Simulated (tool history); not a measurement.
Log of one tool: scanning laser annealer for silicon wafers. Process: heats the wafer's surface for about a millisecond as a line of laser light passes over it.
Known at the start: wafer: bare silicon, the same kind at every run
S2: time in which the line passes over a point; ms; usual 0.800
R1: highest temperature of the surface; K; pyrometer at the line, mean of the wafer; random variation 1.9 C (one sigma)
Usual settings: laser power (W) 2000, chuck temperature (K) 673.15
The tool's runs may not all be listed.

Run 1, day 0.000: usual settings. Result: R1 1484.15 K.
Run 2, day 0.558: usual settings. Result: R1 1484.15 K.
Run 3, day 1.383: usual settings but chuck temperature (K) 660.15. Result: R1 1470.15 K.
Run 4, day 2.375: usual settings but S2 0.983 ms, chuck temperature (K) 660.15. Result: R1 1544.15 K.
Run 5, day 3.325: usual settings but S2 0.983 ms, chuck temperature (K) 660.15. Result: R1 1541.15 K.
Run 6, day 4.354: usual settings but S2 0.983 ms, chuck temperature (K) 660.15. Result: R1 1543.15 K.
Run 7, day 5.121: usual settings. Result: R1 1478.15 K.
Run 8, day 5.738: usual settings but laser power (W) 1930, S2 0.577 ms, chuck temperature (K) 659.15. Result: R1 1327.15 K.
Run 9, day 6.188: usual settings but laser power (W) 1822, S2 0.694 ms, chuck temperature (K) 700.15. Result: R1 1370.15 K.
Run 10, day 6.962: usual settings but laser power (W) 2181, S2 0.921 ms, chuck temperature (K) 653.15. Result: R1 1610.15 K.
Run 11, day 7.846: usual settings but laser power (W) 1780, S2 0.581 ms, chuck temperature (K) 704.15. Result: R1 1310.15 K.
Run 12, day 8.804: usual settings but laser power (W) 2094. Result: R1 1524.15 K.
Run 13, day 9.733: usual settings but laser power (W) 2095, S2 0.788 ms, chuck temperature (K) 686.15. Result: R1 1533.15 K.
Run 14, day 10.508: usual settings but S2 0.868 ms. Result: R1 1507.15 K.

3 ways to go on from here, each from the tool as it stands after run 14. What would each give?
Run A, day 11.304: usual settings but S2 0.962 ms. Result: R1 ?.
Run B, day 11.304: usual settings but laser power (W) 2097, S2 0.868 ms, chuck temperature (K) 676.15. Result: R1 ?.
Run C, day 11.304: usual settings but laser power (W) 1870, S2 0.632 ms, chuck temperature (K) 710.15. Result: R1 ?.

run       R1
  A  1542.15
  B  1560.15
  C  1377.15
Without the tool's hidden state the same runs would have given:
run       R1
  A  1577.15
  B  1596.15
  C  1404.15
